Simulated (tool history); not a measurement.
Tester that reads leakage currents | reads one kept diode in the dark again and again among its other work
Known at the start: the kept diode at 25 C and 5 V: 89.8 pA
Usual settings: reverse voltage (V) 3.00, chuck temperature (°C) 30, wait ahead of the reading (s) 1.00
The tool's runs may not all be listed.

run,day,reverse voltage (V),chuck temperature (°C),wait ahead of the reading (s),current that the tester gives (pA)
1,0.000,3.00,30,1.00,112.05
2,0.900,3.00,33,1.00,145.63
3,2.304,3.00,33,1.00,145.21
4,3.833,3.00,33,1.00,146.37
5,4.967,3.00,33,1.00,146.33
6,6.617,3.00,33,1.00,145.58
7,7.733,3.00,33,1.00,146.08
8,8.712,3.00,33,1.00,145.73
9,9.554,5.43,33,1.00,204.78
10,11.275,5.43,33,1.00,204.91
11,12.221,3.00,30,2.34,112.92
12,13.988,1.61,33,9.48,103.38
13,15.662,15.60,25,9.24,183.91
14,16.833,3.00,30,4.14,113.33
15,18.400,2.41,42,7.08,276.44
# day 18.629: tester calibrated
16,19.983,3.18,39,1.24,252.38
17,20.762,3.18,39,1.24,253.56
18,22.500,2.31,45,1.00,348.71
19,24.300,1.84,45,1.00,307.66
20,25.654,16.15,35,1.00,457.62
21,27.350,13.41,46,1.24,1008.94

Some steps in current that the tester gives (pA) between neighbouring runs. How much of each would the tool show without its hidden state too (settings, what came in, random variation), and how much is left for the hidden state, with any gauge scatter that isn't in both results?
The hidden state here: stray current of the dirty probe card, pA a volt; current scale over the true one, %; true chuck temperature over the reading, C; drift of the gauge itself on leakage_pa, %.
Run 14 -> 15: reverse voltage (V) 3.00 -> 2.41, chuck temperature (°C) 30 -> 42, wait ahead of the reading (s) 4.14 -> 7.08. current that the tester gives (pA) +163.11: hidden state +7.07, all else +156.04.
Run 19 -> 20: reverse voltage (V) 1.84 -> 16.15, chuck temperature (°C) 45 -> 35. current that the tester gives (pA) +149.96: hidden state +15.72, all else +134.24.
Run 20 -> 21: reverse voltage (V) 16.15 -> 13.41, chuck temperature (°C) 35 -> 46, wait ahead of the reading (s) 1.00 -> 1.24. current that the tester gives (pA) +551.32: hidden state +27.15, all else +524.17.
